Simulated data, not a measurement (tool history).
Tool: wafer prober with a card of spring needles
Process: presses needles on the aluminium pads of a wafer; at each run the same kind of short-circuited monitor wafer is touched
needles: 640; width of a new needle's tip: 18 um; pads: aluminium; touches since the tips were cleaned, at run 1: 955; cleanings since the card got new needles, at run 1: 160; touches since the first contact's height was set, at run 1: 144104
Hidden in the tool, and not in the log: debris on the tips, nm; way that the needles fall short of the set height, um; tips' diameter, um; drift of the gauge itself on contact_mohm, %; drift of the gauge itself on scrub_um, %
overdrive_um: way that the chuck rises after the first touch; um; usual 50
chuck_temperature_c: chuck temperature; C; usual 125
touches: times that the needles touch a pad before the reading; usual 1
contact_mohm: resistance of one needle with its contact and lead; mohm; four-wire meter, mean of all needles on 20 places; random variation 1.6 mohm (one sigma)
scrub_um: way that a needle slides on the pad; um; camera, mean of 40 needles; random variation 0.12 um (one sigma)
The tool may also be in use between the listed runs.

run   hour  overdrive_um  chuck_temperature_c  touches  touches since the tips were cleaned  cleanings since the card got new needles  touches since the first contact's height was set  contact_mohm  scrub_um
  1      0            50                  125        1                                  955                                       160                                            144104           191     12.45
       1.8  -- tips cleaned on abrasive film
       6.3  -- tips cleaned on abrasive film
       9.9  -- tips cleaned on abrasive film
      14.4  -- tips cleaned on abrasive film
      18.9  -- tips cleaned on abrasive film
      22.5  -- tips cleaned on abrasive film
        27  -- tips cleaned on abrasive film
      31.5  -- tips cleaned on abrasive film
        36  -- tips cleaned on abrasive film
      40.5  -- tips cleaned on abrasive film
      44.1  -- tips cleaned on abrasive film
      48.6  -- tips cleaned on abrasive film
      53.1  -- tips cleaned on abrasive film
      56.7  -- tips cleaned on abrasive film
      61.2  -- tips cleaned on abrasive film
      65.7  -- tips cleaned on abrasive film
      70.2  -- tips cleaned on abrasive film
      74.7  -- tips cleaned on abrasive film
  2   77.6            50                  125        1                                 1510                                       178                                            183207           204      12.3
      78.6  -- tips cleaned on abrasive film
        83  -- tips cleaned on abrasive film
      87.5  -- tips cleaned on abrasive film
        92  -- tips cleaned on abrasive film
      96.5  -- tips cleaned on abrasive film
       101  -- tips cleaned on abrasive film
     104.6  -- tips cleaned on abrasive film
     109.1  -- tips cleaned on abrasive film
     113.6  -- tips cleaned on abrasive film
     118.1  -- tips cleaned on abrasive film
     122.6  -- tips cleaned on abrasive film
     127.1  -- tips cleaned on abrasive film
     131.6  -- tips cleaned on abrasive film
     133.6  -- height of the first contact set anew
     136.3  -- tips cleaned on abrasive film
     140.8  -- tips cleaned on abrasive film
     145.3  -- tips cleaned on abrasive film
     149.8  -- tips cleaned on abrasive film
     154.3  -- tips cleaned on abrasive film
  3    157            56                  125        1                                 1397                                       196                                             11816           183     15.46
       158  -- tips cleaned on abrasive film
     162.5  -- tips cleaned on abrasive film
       167  -- tips cleaned on abrasive film
     171.5  -- tips cleaned on abrasive film
     175.9  -- tips cleaned on abrasive film
     180.4  -- tips cleaned on abrasive film
     184.9  -- tips cleaned on abrasive film
     189.4  -- tips cleaned on abrasive film
     193.9  -- tips cleaned on abrasive film
     198.4  -- tips cleaned on abrasive film
     202.9  -- tips cleaned on abrasive film
     207.4  -- tips cleaned on abrasive film
     211.9  -- tips cleaned on abrasive film
     216.3  -- tips cleaned on abrasive film
     220.8  -- tips cleaned on abrasive film
     225.3  -- tips cleaned on abrasive film
     229.8  -- tips cleaned on abrasive film
     234.3  -- tips cleaned on abrasive film
     238.8  -- tips cleaned on abrasive film
     243.2  -- tips cleaned on abrasive film
  4  243.2            56                  125        2                                    0                                       216                                             55261           161     14.91
     247.7  -- tips cleaned on abrasive film
     252.2  -- tips cleaned on abrasive film
     256.7  -- tips cleaned on abrasive film
     261.2  -- tips cleaned on abrasive film
     265.7  -- tips cleaned on abrasive film
     270.2  -- tips cleaned on abrasive film
     274.6  -- tips cleaned on abrasive film
     279.1  -- tips cleaned on abrasive film
     283.6  -- tips cleaned on abrasive film
     288.1  -- tips cleaned on abrasive film
     291.7  -- tips cleaned on abrasive film
     296.2  -- tips cleaned on abrasive film
     300.7  -- tips cleaned on abrasive film
     305.2  -- tips cleaned on abrasive film
     309.7  -- tips cleaned on abrasive film
     314.2  -- tips cleaned on abrasive film
     318.7  -- tips cleaned on abrasive film
  5  318.9            56                  125        2                                  118                                       233                                             93431           166      14.4
     322.5  -- tips cleaned on abrasive film
       327  -- tips cleaned on abrasive film
     331.5  -- tips cleaned on abrasive film
       336  -- tips cleaned on abrasive film
     339.6  -- tips cleaned on abrasive film
     344.1  -- tips cleaned on abrasive film
     348.6  -- tips cleaned on abrasive film
       353  -- tips cleaned on abrasive film
     357.5  -- tips cleaned on abrasive film
  6  360.2            56                  125        2                                 1373                                       242                                            114281           182     14.53
     361.2  -- tips cleaned on abrasive film
     364.8  -- tips cleaned on abrasive film
     369.3  -- tips cleaned on abrasive film
     372.9  -- tips cleaned on abrasive film
     377.4  -- tips cleaned on abrasive film
     381.9  -- tips cleaned on abrasive film
     386.4  -- tips cleaned on abrasive film
     390.9  -- tips cleaned on abrasive film
     395.3  -- tips cleaned on abrasive film
     399.8  -- tips cleaned on abrasive film
     403.5  -- tips cleaned on abrasive film
     407.9  -- tips cleaned on abrasive film
     412.4  -- tips cleaned on abrasive film
  7    415            56                   33        3                                 1302                                       255                                            141864           159     14.16
     416.8  -- tips cleaned on abrasive film
     421.3  -- tips cleaned on abrasive film
     425.8  -- tips cleaned on abrasive film
     430.3  -- tips cleaned on abrasive film
     434.8  -- tips cleaned on abrasive film
     439.3  -- tips cleaned on abrasive film
     443.7  -- tips cleaned on abrasive film
     447.4  -- tips cleaned on abrasive film
     451.8  -- tips cleaned on abrasive film
     455.5  -- tips cleaned on abrasive film
       460  -- tips cleaned on abrasive film
     464.4  -- tips cleaned on abrasive film
  8  465.6            36                   47        2                                  607                                       267                                            167387           196      8.47
     468.4  -- tips cleaned on abrasive film
       472  -- tips cleaned on abrasive film
     476.5  -- tips cleaned on abrasive film
     480.9  -- tips cleaned on abrasive film
     485.4  -- tips cleaned on abrasive film
     489.9  -- tips cleaned on abrasive film
     494.4  -- tips cleaned on abrasive film
     498.9  -- tips cleaned on abrasive film
     503.4  -- tips cleaned on abrasive film
     507.9  -- tips cleaned on abrasive film
     512.4  -- tips cleaned on abrasive film
     516.9  -- tips cleaned on abrasive film
     521.4  -- tips cleaned on abrasive film
     525.8  -- tips cleaned on abrasive film
     530.3  -- tips cleaned on abrasive film
     534.8  -- tips cleaned on abrasive film
     539.3  -- tips cleaned on abrasive film
  9  541.4            39                   33        2                                 1075                                       284                                            205607           208      8.85
     543.3  -- tips cleaned on abrasive film
     547.7  -- tips cleaned on abrasive film
     552.2  -- tips cleaned on abrasive film
     553.4  -- height of the first contact set anew
       557  -- tips cleaned on abrasive film
     561.5  -- tips cleaned on abrasive film
       566  -- tips cleaned on abrasive film
     570.5  -- tips cleaned on abrasive film
       575  -- tips cleaned on abrasive film
     578.6  -- tips cleaned on abrasive film
     583.1  -- tips cleaned on abrasive film
     586.7  -- tips cleaned on abrasive film
     591.2  -- tips cleaned on abrasive film
     595.7  -- tips cleaned on abrasive film
     599.3  -- tips cleaned on abrasive film
     603.8  -- tips cleaned on abrasive film
     608.3  -- tips cleaned on abrasive film
     612.2  -- tips cleaned on abrasive film
 10  612.2            39                   33        2                                    0                                       301                                             29631           159     10.41
     615.8  -- tips cleaned on abrasive film
     620.3  -- tips cleaned on abrasive film
     624.8  -- tips cleaned on abrasive film
     629.3  -- tips cleaned on abrasive film
     633.8  -- tips cleaned on abrasive film
     638.3  -- tips cleaned on abrasive film
     642.8  -- tips cleaned on abrasive film
     647.3  -- tips cleaned on abrasive film
     651.8  -- tips cleaned on abrasive film
     656.3  -- tips cleaned on abrasive film
     660.7  -- tips cleaned on abrasive film
     664.4  -- tips cleaned on abrasive film
     668.8  -- tips cleaned on abrasive film
     673.3  -- tips cleaned on abrasive film
 11  673.9            39                   33        2                                  306                                       315                                             60743           173     10.13

5 ways to go on from here, each from the tool as it stands after run 11. What would each give?
     677.5  -- tips cleaned on abrasive film
     681.2  -- tips cleaned on abrasive film
     685.6  -- tips cleaned on abrasive film
     690.1  -- tips cleaned on abrasive film
     694.6  -- tips cleaned on abrasive film
     699.1  -- tips cleaned on abrasive film
     703.6  -- tips cleaned on abrasive film
     708.1  -- tips cleaned on abrasive film
     712.6  -- tips cleaned on abrasive film
     717.1  -- tips cleaned on abrasive film
     721.6  -- tips cleaned on abrasive film
     726.1  -- tips cleaned on abrasive film
  A  729.5            44                   58        2                                 1758                                       327                                             88776             ?         ?
     677.5  -- tips cleaned on abrasive film
     681.2  -- tips cleaned on abrasive film
     685.6  -- tips cleaned on abrasive film
     690.1  -- tips cleaned on abrasive film
     694.6  -- tips cleaned on abrasive film
     699.1  -- tips cleaned on abrasive film
     703.6  -- tips cleaned on abrasive film
     708.1  -- tips cleaned on abrasive film
     712.6  -- tips cleaned on abrasive film
     717.1  -- tips cleaned on abrasive film
     721.6  -- tips cleaned on abrasive film
     726.1  -- tips cleaned on abrasive film
  B  729.5            39                  120        2                                 1758                                       327                                             88776             ?         ?
     677.5  -- tips cleaned on abrasive film
     681.2  -- tips cleaned on abrasive film
     685.6  -- tips cleaned on abrasive film
     690.1  -- tips cleaned on abrasive film
     694.6  -- tips cleaned on abrasive film
     699.1  -- tips cleaned on abrasive film
     703.6  -- tips cleaned on abrasive film
     708.1  -- tips cleaned on abrasive film
     712.6  -- tips cleaned on abrasive film
     717.1  -- tips cleaned on abrasive film
     721.6  -- tips cleaned on abrasive film
     726.1  -- tips cleaned on abrasive film
  C  729.5            39                   36        3                                 1758                                       327                                             88776             ?         ?
     677.5  -- tips cleaned on abrasive film
     681.2  -- tips cleaned on abrasive film
     685.6  -- tips cleaned on abrasive film
     690.1  -- tips cleaned on abrasive film
     694.6  -- tips cleaned on abrasive film
     699.1  -- tips cleaned on abrasive film
     703.6  -- tips cleaned on abrasive film
     708.1  -- tips cleaned on abrasive film
     712.6  -- tips cleaned on abrasive film
     717.1  -- tips cleaned on abrasive film
     721.6  -- tips cleaned on abrasive film
     726.1  -- tips cleaned on abrasive film
  D  729.5            50                  110        1                                 1758                                       327                                             88776             ?         ?
     677.5  -- tips cleaned on abrasive film
     681.2  -- tips cleaned on abrasive film
     685.6  -- tips cleaned on abrasive film
     690.1  -- tips cleaned on abrasive film
     694.6  -- tips cleaned on abrasive film
     699.1  -- tips cleaned on abrasive film
     703.6  -- tips cleaned on abrasive film
     708.1  -- tips cleaned on abrasive film
     712.6  -- tips cleaned on abrasive film
     717.1  -- tips cleaned on abrasive film
     721.6  -- tips cleaned on abrasive film
     726.1  -- tips cleaned on abrasive film
  E  729.5            39                   75        1                                 1758                                       327                                             88776             ?         ?

run  contact_mohm  scrub_um
  A           197     11.27
  B           219      9.85
  C           192      9.87
  D           210     12.88
  E           251      9.89
Without the tool's hidden state the same runs would have given:
run  contact_mohm  scrub_um
  A           148     12.03
  B           160      10.6
  C           149     10.62
  D           154     13.63
  E           156     10.64
